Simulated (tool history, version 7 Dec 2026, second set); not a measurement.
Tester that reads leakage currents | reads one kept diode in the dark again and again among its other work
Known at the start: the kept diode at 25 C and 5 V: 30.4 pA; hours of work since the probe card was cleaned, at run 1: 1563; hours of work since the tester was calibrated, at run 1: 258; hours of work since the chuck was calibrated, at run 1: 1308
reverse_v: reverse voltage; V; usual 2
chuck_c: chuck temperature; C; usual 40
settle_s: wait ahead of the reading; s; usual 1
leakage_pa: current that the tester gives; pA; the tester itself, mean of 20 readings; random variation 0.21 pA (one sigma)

| run | hour | reverse_v | chuck_c | settle_s | hours of work since the probe card was cleaned | hours of work since the tester was calibrated | hours of work since the chuck was calibrated | leakage_pa |
|---|---|---|---|---|---|---|---|---|
| 1 | 0 | 2 | 40 | 1 | 1563 | 258 | 1308 | 76.66 |
| 2 | 37.8 | 2 | 40 | 0.75 | 1593 | 288 | 1338 | 76.47 |
| 3 | 84.3 | 2 | 40 | 0.75 | 1630 | 325 | 1374 | 76.83 |
| 4 | 116.9 | 2.13 | 40 | 1 | 1656 | 351 | 1400 | 79.23 |
| 5 | 159.4 | 2.13 | 40 | 1 | 1689 | 384 | 1434 | 79.63 |
| 6 | 195 | 2.13 | 40 | 1 | 1718 | 412 | 1462 | 79.87 |
| 7 | 219.5 | 2 | 47 | 1 | 1737 | 432 | 1482 | 130.93 |
| 8 | 267.2 | 2 | 47 | 1 | 1775 | 470 | 1519 | 131.56 |
| 9 | 308.9 | 2 | 47 | 1 | 1808 | 503 | 1552 | 131.45 |
| 10 | 367.8 | 2 | 47 | 1 | 1855 | 549 | 1599 | 131.48 |
| 11 | 415.4 | 2 | 40 | 1 | 1892 | 587 | 1637 | 78.06 |
| 12 | 459.7 | 2 | 40 | 1 | 1928 | 622 | 1672 | 79.08 |
| 13 | 499 | 2 | 50 | 1 | 1959 | 654 | 1703 | 164.34 |
| 14 | 540.5 | 2 | 50 | 1 | 1992 | 686 | 1736 | 166.03 |
|  | 555.4 | chuck's temperature calibrated |
| 15 | 592 | 5.48 | 50 | 1 | 2031 | 726 | 29 | 252.37 |
| 16 | 629.3 | 5.48 | 50 | 1 | 2060 | 755 | 59 | 254.03 |
| 17 | 658.4 | 12.05 | 24 | 0.59 | 2083 | 778 | 82 | 68.54 |
| 18 | 701.3 | 12.27 | 31 | 1 | 2117 | 812 | 116 | 103.71 |
| 19 | 741.4 | 12.27 | 31 | 1 | 2149 | 844 | 147 | 104.53 |
| 20 | 774.4 | 1.37 | 22 | 5.09 | 2175 | 870 | 174 | 15.54 |
| 21 | 799 | 1.37 | 22 | 5.09 | 2195 | 890 | 193 | 15.63 |
| 22 | 835.4 | 3.57 | 24 | 0.79 | 2224 | 919 | 222 | 31.9 |
| 23 | 877.3 | 1.5 | 26 | 1 | 2257 | 952 | 255 | 22.41 |
| 24 | 912.7 | 1.91 | 45 | 1 | 2285 | 980 | 283 | 106.1 |
| 25 | 955.2 | 1.13 | 27 | 1.66 | 2319 | 1014 | 317 | 20.64 |
| 26 | 1005.2 | 2.25 | 43 | 1.8 | 2358 | 1053 | 357 | 99.44 |
| 27 | 1031.2 | 2.25 | 27 | 0.84 | 2379 | 1074 | 377 | 30.67 |

Forecast each of these 4 alternatives for the next run:
| A | 1077.3 | 3.56 | 55 | 0.59 | 2416 | 1110 | 414 | ? |
| B | 1077.3 | 10.63 | 42 | 0.84 | 2416 | 1110 | 414 | ? |
| C | 1077.3 | 2 | 32 | 1 | 2416 | 1110 | 414 | ? |
| D | 1077.3 | 3.69 | 38 | 0.84 | 2416 | 1110 | 414 | ? |

| run | leakage_pa |
|---|---|
| A | 300.31 |
| B | 208.31 |
| C | 41.52 |
| D | 89.52 |
Without the tool's hidden state the same runs would have given:
| run | leakage_pa |
|---|---|
| A | 284.15 |
| B | 179.68 |
| C | 35.98 |
| D | 78.96 |

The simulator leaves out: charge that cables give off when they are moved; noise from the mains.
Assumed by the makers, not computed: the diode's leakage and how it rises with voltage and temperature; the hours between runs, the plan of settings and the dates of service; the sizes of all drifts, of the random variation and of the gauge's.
